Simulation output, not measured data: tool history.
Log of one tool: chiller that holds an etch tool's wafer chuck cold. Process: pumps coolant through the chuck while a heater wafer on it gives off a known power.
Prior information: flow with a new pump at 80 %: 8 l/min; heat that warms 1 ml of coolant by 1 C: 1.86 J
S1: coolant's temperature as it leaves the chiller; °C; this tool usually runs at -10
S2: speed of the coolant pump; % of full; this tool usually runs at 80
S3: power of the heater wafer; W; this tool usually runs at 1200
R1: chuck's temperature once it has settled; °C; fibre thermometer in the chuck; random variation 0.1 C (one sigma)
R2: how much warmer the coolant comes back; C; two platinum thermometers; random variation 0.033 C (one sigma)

run 1 hour=0 | S1=-10 S2=80 S3=1200 | R1=-0.1 R2=4.82
run 2 hour=39 | S1=-10 S2=80 S3=809 | R1=-3.2 R2=3.23
run 3 hour=65 | S1=-10 S2=80 S3=1200 | R1=-0.2 R2=4.83
run 4 hour=88.5 | S1=-10 S2=80 S3=1200 | R1=-0.3 R2=4.86
run 5 hour=124.4 | S1=-10 S2=99 S3=1200 | R1=-1.7 R2=3.81
run 6 hour=153.4 | S1=-10 S2=93 S3=1200 | R1=-1.1 R2=4.11
run 7 hour=187.1 | S1=-10 S2=93 S3=1200 | R1=-1.3 R2=4.07
run 8 hour=205.3 | S1=-6 S2=94 S3=1201 | R1=2.8 R2=4.08
run 9 hour=228.2 | S1=-6 S2=94 S3=1201 | R1=2.7 R2=4.07
run 10 hour=252.3 | S1=-9 S2=62 S3=1475 | R1=5.8 R2=7.85
run 11 hour=268.3 | S1=-9 S2=62 S3=1475 | R1=5.8 R2=7.87
run 12 hour=288.9 | S1=-15 S2=80 S3=918 | R1=-7.7 R2=3.67
run 13 hour=321.6 | S1=-11 S2=85 S3=1613 | R1=1.7 R2=6.1

Predict each of these 4 candidate next runs independently; none follows another, all start after run 13:
run A hour=352.7 | S1=-5 S2=63 S3=974 | R1=? R2=?
run B hour=352.7 | S1=-10 S2=76 S3=1402 | R1=? R2=?
run C hour=352.7 | S1=-10 S2=85 S3=707 | R1=? R2=?
run D hour=352.7 | S1=-3 S2=80 S3=988 | R1=? R2=?

run=A R1=4.6 R2=5.08
run=B R1=1.9 R2=5.98
run=C R1=-4.4 R2=2.69
run=D R1=5.1 R2=3.99
Stripped of hidden state, with their random variation kept, the same runs would have yielded:
run=A R1=4.6 R2=5.08
run=B R1=1.9 R2=5.98
run=C R1=-4.4 R2=2.69
run=D R1=5.1 R2=3.99

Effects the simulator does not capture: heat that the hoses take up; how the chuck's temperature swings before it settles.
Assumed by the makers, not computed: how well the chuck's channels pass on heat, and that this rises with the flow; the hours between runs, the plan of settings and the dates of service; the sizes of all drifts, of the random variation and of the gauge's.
